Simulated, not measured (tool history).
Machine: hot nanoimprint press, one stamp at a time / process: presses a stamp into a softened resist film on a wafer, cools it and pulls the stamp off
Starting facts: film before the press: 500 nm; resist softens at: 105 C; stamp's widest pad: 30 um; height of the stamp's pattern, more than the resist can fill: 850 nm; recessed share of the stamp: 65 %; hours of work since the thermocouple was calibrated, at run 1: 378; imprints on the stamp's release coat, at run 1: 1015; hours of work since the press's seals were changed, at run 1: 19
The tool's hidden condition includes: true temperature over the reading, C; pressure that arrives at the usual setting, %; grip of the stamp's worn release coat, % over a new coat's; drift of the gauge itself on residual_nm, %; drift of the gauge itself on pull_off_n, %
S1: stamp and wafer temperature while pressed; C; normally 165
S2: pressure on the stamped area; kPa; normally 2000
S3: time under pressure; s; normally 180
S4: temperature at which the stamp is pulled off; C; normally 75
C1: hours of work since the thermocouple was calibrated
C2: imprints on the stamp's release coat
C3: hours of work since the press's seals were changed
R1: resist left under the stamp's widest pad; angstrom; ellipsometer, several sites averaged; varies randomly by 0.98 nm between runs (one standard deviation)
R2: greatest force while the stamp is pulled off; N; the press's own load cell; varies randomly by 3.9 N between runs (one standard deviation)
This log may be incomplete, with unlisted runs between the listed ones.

run,hour,S1,S2,S3,S4,C1,C2,C3,R1,R2
1,0.0,165,2000,180,75,378,1015,19,2334,249
2,8.1,165,2000,180,75,382,1045,23,2360,262
3,14.4,165,2000,180,75,386,1068,27,2349,259
4,24.4,165,2000,180,75,391,1105,32,2341,256
5,32.2,165,2410,180,75,396,1134,37,2185,261
6,39.2,165,2410,180,75,400,1160,40,2170,260
7,48.4,165,2290,180,75,405,1194,46,2220,259
8,57.9,165,2290,180,75,410,1228,51,2224,277
9,68.4,165,2290,180,75,416,1267,57,2240,279
10,75.2,165,2290,208,75,420,1292,60,2112,265
11,81.9,165,2290,208,75,423,1317,64,2094,274
12,90.0,165,2290,208,74,428,1346,69,2097,279
13,95.6,156,2000,180,75,431,1367,72,3320,279
14,105.8,156,2000,180,75,437,1404,77,3335,279
15,115.8,165,2000,180,79,442,1441,83,2365,266
16,124.1,165,1760,180,75,447,1472,88,2494,284
17,131.2,176,1570,190,75,451,1498,92,1670,284
18,141.6,176,1570,190,65,457,1536,97,1697,309
19,149.3,176,1310,268,78,461,1565,102,1582,279
20,155.4,165,1310,327,75,464,1587,105,2248,289
# hour 168.2: stamp cleaned and given a new release coat
21,169.4,165,1310,327,75,469,5,110,2274,195
22,174.7,165,2110,180,72,472,24,112,2317,193
23,179.1,175,2110,144,81,474,40,115,1704,185
24,185.1,169,2110,276,81,477,62,118,1655,180
25,193.5,169,2110,276,81,482,93,123,1661,194
26,200.4,169,2110,276,81,486,119,127,1665,194
27,209.6,169,2110,252,64,491,152,132,1720,215
28,219.9,165,1730,307,75,497,190,138,2074,199
29,225.0,165,1730,307,75,500,209,140,2081,201
# hour 233.5: plate thermocouple calibrated
30,237.0,165,1730,287,75,2,242,145,1960,198
31,247.4,165,1730,276,75,8,280,151,2006,205

The logged runs with the hidden state left out (each run's random variation unchanged):
run,R1,R2
1,2212,187
2,2236,195
3,2223,191
4,2214,187
5,2061,189
6,2045,188
7,2092,185
8,2094,197
9,2107,196
10,1983,185
11,1964,190
12,1966,192
13,3144,191
14,3157,189
15,2219,179
16,2344,190
17,1572,189
18,1597,204
19,1487,182
20,2100,188
21,2123,192
22,2163,189
23,1596,180
24,1539,175
25,1543,186
26,1546,184
27,1597,203
28,1922,186
29,1927,187
30,1953,184
31,1997,189

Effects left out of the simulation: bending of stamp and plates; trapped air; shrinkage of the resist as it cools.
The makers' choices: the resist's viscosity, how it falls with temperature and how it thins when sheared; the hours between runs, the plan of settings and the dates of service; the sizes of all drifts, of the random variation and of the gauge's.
